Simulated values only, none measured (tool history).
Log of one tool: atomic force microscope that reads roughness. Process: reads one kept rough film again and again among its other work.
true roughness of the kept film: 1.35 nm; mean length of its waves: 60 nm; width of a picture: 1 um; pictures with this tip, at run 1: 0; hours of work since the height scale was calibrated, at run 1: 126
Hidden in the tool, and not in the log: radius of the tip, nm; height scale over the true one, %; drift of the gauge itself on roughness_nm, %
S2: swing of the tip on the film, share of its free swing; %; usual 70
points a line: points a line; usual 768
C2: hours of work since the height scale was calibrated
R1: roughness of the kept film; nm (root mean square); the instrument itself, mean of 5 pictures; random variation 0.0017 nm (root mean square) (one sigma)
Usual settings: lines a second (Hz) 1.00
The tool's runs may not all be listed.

{"run": 1, "hour": 0.0, "lines a second (Hz)": 1.0, "S2": 70, "points a line": 768, "pictures with this tip": 0, "C2": 126, "R1": 1.289}
{"run": 2, "hour": 25.2, "lines a second (Hz)": 1.51, "S2": 70, "points a line": 768, "pictures with this tip": 38, "C2": 143, "R1": 1.267}
{"hour": 46.7, "done": "new tip fitted"}
{"run": 3, "hour": 54.1, "lines a second (Hz)": 1.51, "S2": 70, "points a line": 768, "pictures with this tip": 11, "C2": 163, "R1": 1.266}
{"run": 4, "hour": 79.5, "lines a second (Hz)": 0.68, "S2": 70, "points a line": 768, "pictures with this tip": 50, "C2": 181, "R1": 1.305}
{"hour": 94.1, "done": "new tip fitted"}
{"run": 5, "hour": 94.1, "lines a second (Hz)": 0.68, "S2": 70, "points a line": 768, "pictures with this tip": 0, "C2": 190, "R1": 1.305}
{"run": 6, "hour": 124.0, "lines a second (Hz)": 0.68, "S2": 70, "points a line": 768, "pictures with this tip": 45, "C2": 211, "R1": 1.301}
{"run": 7, "hour": 138.5, "lines a second (Hz)": 1.0, "S2": 70, "points a line": 768, "pictures with this tip": 67, "C2": 221, "R1": 1.29}
{"hour": 141.9, "done": "new tip fitted"}
{"run": 8, "hour": 166.2, "lines a second (Hz)": 0.5, "S2": 70, "points a line": 768, "pictures with this tip": 36, "C2": 240, "R1": 1.314}
{"hour": 188.4, "done": "new tip fitted"}
{"run": 9, "hour": 189.8, "lines a second (Hz)": 1.0, "S2": 70, "points a line": 768, "pictures with this tip": 2, "C2": 256, "R1": 1.291}
{"run": 10, "hour": 220.0, "lines a second (Hz)": 1.0, "S2": 70, "points a line": 518, "pictures with this tip": 48, "C2": 277, "R1": 1.289}
{"hour": 234.6, "done": "new tip fitted"}
{"run": 11, "hour": 234.6, "lines a second (Hz)": 1.0, "S2": 70, "points a line": 518, "pictures with this tip": 0, "C2": 287, "R1": 1.291}
{"run": 12, "hour": 247.4, "lines a second (Hz)": 1.0, "S2": 70, "points a line": 518, "pictures with this tip": 19, "C2": 295, "R1": 1.289}
{"run": 13, "hour": 267.3, "lines a second (Hz)": 1.0, "S2": 70, "points a line": 518, "pictures with this tip": 49, "C2": 309, "R1": 1.29}
{"hour": 282.7, "done": "new tip fitted"}
{"run": 14, "hour": 296.2, "lines a second (Hz)": 1.0, "S2": 70, "points a line": 624, "pictures with this tip": 21, "C2": 329, "R1": 1.288}
{"run": 15, "hour": 314.7, "lines a second (Hz)": 1.0, "S2": 70, "points a line": 624, "pictures with this tip": 48, "C2": 342, "R1": 1.284}
{"hour": 330.1, "done": "new tip fitted"}
{"run": 16, "hour": 333.9, "lines a second (Hz)": 0.56, "S2": 70, "points a line": 768, "pictures with this tip": 6, "C2": 355, "R1": 1.308}
{"run": 17, "hour": 349.9, "lines a second (Hz)": 1.0, "S2": 70, "points a line": 768, "pictures with this tip": 30, "C2": 366, "R1": 1.29}
{"run": 18, "hour": 364.7, "lines a second (Hz)": 1.0, "S2": 70, "points a line": 768, "pictures with this tip": 52, "C2": 376, "R1": 1.289}
{"hour": 378.7, "done": "new tip fitted"}
{"run": 19, "hour": 392.3, "lines a second (Hz)": 1.0, "S2": 70, "points a line": 768, "pictures with this tip": 20, "C2": 395, "R1": 1.289}
{"run": 20, "hour": 419.3, "lines a second (Hz)": 1.0, "S2": 70, "points a line": 768, "pictures with this tip": 61, "C2": 413, "R1": 1.288}
{"hour": 425.3, "done": "new tip fitted"}
{"run": 21, "hour": 439.1, "lines a second (Hz)": 1.0, "S2": 70, "points a line": 317, "pictures with this tip": 21, "C2": 427, "R1": 1.285}
{"run": 22, "hour": 467.5, "lines a second (Hz)": 1.0, "S2": 70, "points a line": 317, "pictures with this tip": 64, "C2": 446, "R1": 1.286}
{"hour": 472.9, "done": "new tip fitted"}
{"run": 23, "hour": 497.3, "lines a second (Hz)": 1.0, "S2": 70, "points a line": 768, "pictures with this tip": 37, "C2": 467, "R1": 1.289}
{"run": 24, "hour": 517.1, "lines a second (Hz)": 1.0, "S2": 70, "points a line": 768, "pictures with this tip": 67, "C2": 480, "R1": 1.29}
{"hour": 520.5, "done": "new tip fitted"}
{"run": 25, "hour": 543.3, "lines a second (Hz)": 1.0, "S2": 70, "points a line": 768, "pictures with this tip": 34, "C2": 498, "R1": 1.288}
{"run": 26, "hour": 561.8, "lines a second (Hz)": 0.51, "S2": 70, "points a line": 768, "pictures with this tip": 62, "C2": 511, "R1": 1.315}
{"hour": 566.5, "done": "new tip fitted"}
{"run": 27, "hour": 588.4, "lines a second (Hz)": 1.0, "S2": 64, "points a line": 768, "pictures with this tip": 32, "C2": 529, "R1": 1.305}
{"hour": 614.1, "done": "new tip fitted"}
{"run": 28, "hour": 617.5, "lines a second (Hz)": 1.0, "S2": 74, "points a line": 833, "pictures with this tip": 5, "C2": 549, "R1": 1.279}
{"run": 29, "hour": 631.6, "lines a second (Hz)": 2.1, "S2": 68, "points a line": 841, "pictures with this tip": 27, "C2": 558, "R1": 1.252}
{"hour": 660.8, "done": "new tip fitted"}
{"run": 30, "hour": 662.3, "lines a second (Hz)": 3.44, "S2": 68, "points a line": 841, "pictures with this tip": 2, "C2": 579, "R1": 1.201}
{"run": 31, "hour": 686.9, "lines a second (Hz)": 2.68, "S2": 82, "points a line": 841, "pictures with this tip": 39, "C2": 596, "R1": 1.12}
{"hour": 708.4, "done": "new tip fitted"}
{"run": 32, "hour": 710.0, "lines a second (Hz)": 2.68, "S2": 82, "points a line": 841, "pictures with this tip": 2, "C2": 612, "R1": 1.121}
{"run": 33, "hour": 727.2, "lines a second (Hz)": 1.0, "S2": 78, "points a line": 1009, "pictures with this tip": 28, "C2": 624, "R1": 1.266}
{"hour": 755.3, "done": "new tip fitted"}
{"run": 34, "hour": 758.1, "lines a second (Hz)": 1.0, "S2": 78, "points a line": 325, "pictures with this tip": 4, "C2": 645, "R1": 1.26}
{"run": 35, "hour": 787.2, "lines a second (Hz)": 1.0, "S2": 85, "points a line": 594, "pictures with this tip": 48, "C2": 665, "R1": 1.236}
{"hour": 801.5, "done": "new tip fitted"}
{"run": 36, "hour": 803.8, "lines a second (Hz)": 1.0, "S2": 55, "points a line": 611, "pictures with this tip": 3, "C2": 676, "R1": 1.319}
{"run": 37, "hour": 834.0, "lines a second (Hz)": 0.91, "S2": 80, "points a line": 768, "pictures with this tip": 49, "C2": 697, "R1": 1.268}
{"hour": 847.6, "done": "new tip fitted"}
{"run": 38, "hour": 852.9, "lines a second (Hz)": 0.91, "S2": 80, "points a line": 768, "pictures with this tip": 7, "C2": 710, "R1": 1.265}
{"run": 39, "hour": 881.8, "lines a second (Hz)": 1.0, "S2": 58, "points a line": 430, "pictures with this tip": 51, "C2": 730, "R1": 1.315}
{"hour": 896.3, "done": "new tip fitted"}
{"run": 40, "hour": 902.7, "lines a second (Hz)": 1.01, "S2": 70, "points a line": 768, "pictures with this tip": 10, "C2": 744, "R1": 1.291}
{"run": 41, "hour": 921.1, "lines a second (Hz)": 1.01, "S2": 70, "points a line": 768, "pictures with this tip": 37, "C2": 757, "R1": 1.292}
{"run": 42, "hour": 938.5, "lines a second (Hz)": 0.51, "S2": 70, "points a line": 768, "pictures with this tip": 63, "C2": 769, "R1": 1.31}
{"hour": 943.1, "done": "new tip fitted"}
{"run": 43, "hour": 957.1, "lines a second (Hz)": 0.61, "S2": 61, "points a line": 294, "pictures with this tip": 21, "C2": 781, "R1": 1.321}
{"run": 44, "hour": 981.4, "lines a second (Hz)": 3.41, "S2": 70, "points a line": 689, "pictures with this tip": 57, "C2": 798, "R1": 1.185}
{"hour": 991.0, "done": "new tip fitted"}
{"run": 45, "hour": 1001.3, "lines a second (Hz)": 1.0, "S2": 63, "points a line": 268, "pictures with this tip": 15, "C2": 811, "R1": 1.303}
{"run": 46, "hour": 1031.7, "lines a second (Hz)": 3.41, "S2": 70, "points a line": 768, "pictures with this tip": 61, "C2": 832, "R1": 1.18}
{"hour": 1039.3, "done": "new tip fitted"}
{"run": 47, "hour": 1059.1, "lines a second (Hz)": 1.0, "S2": 57, "points a line": 914, "pictures with this tip": 29, "C2": 851, "R1": 1.317}
{"run": 48, "hour": 1080.4, "lines a second (Hz)": 1.0, "S2": 64, "points a line": 768, "pictures with this tip": 62, "C2": 866, "R1": 1.302}
{"hour": 1086.9, "done": "new tip fitted"}
{"run": 49, "hour": 1108.8, "lines a second (Hz)": 1.0, "S2": 64, "points a line": 768, "pictures with this tip": 33, "C2": 885, "R1": 1.302}
{"hour": 1133.2, "done": "new tip fitted"}
{"run": 50, "hour": 1138.4, "lines a second (Hz)": 2.16, "S2": 71, "points a line": 768, "pictures with this tip": 8, "C2": 905, "R1": 1.234}

5 ways to go on from here, each from the tool as it stands after run 50. What would each give?
{"run": "A", "hour": 1166.7, "lines a second (Hz)": 1.94, "S2": 70, "points a line": 768, "pictures with this tip": 51, "C2": 925, "R1": "?"}
{"run": "B", "hour": 1166.7, "lines a second (Hz)": 0.8, "S2": 76, "points a line": 326, "pictures with this tip": 51, "C2": 925, "R1": "?"}
{"run": "C", "hour": 1166.7, "lines a second (Hz)": 0.74, "S2": 65, "points a line": 768, "pictures with this tip": 51, "C2": 925, "R1": "?"}
{"run": "D", "hour": 1166.7, "lines a second (Hz)": 0.57, "S2": 62, "points a line": 795, "pictures with this tip": 51, "C2": 925, "R1": "?"}
{"run": "E", "hour": 1166.7, "lines a second (Hz)": 1.0, "S2": 68, "points a line": 325, "pictures with this tip": 51, "C2": 925, "R1": "?"}

run=A R1=1.244
run=B R1=1.281
run=C R1=1.310
run=D R1=1.321
run=E R1=1.291
Without the tool's hidden state the same runs would have given:
run=A R1=1.243
run=B R1=1.280
run=C R1=1.310
run=D R1=1.321
run=E R1=1.290

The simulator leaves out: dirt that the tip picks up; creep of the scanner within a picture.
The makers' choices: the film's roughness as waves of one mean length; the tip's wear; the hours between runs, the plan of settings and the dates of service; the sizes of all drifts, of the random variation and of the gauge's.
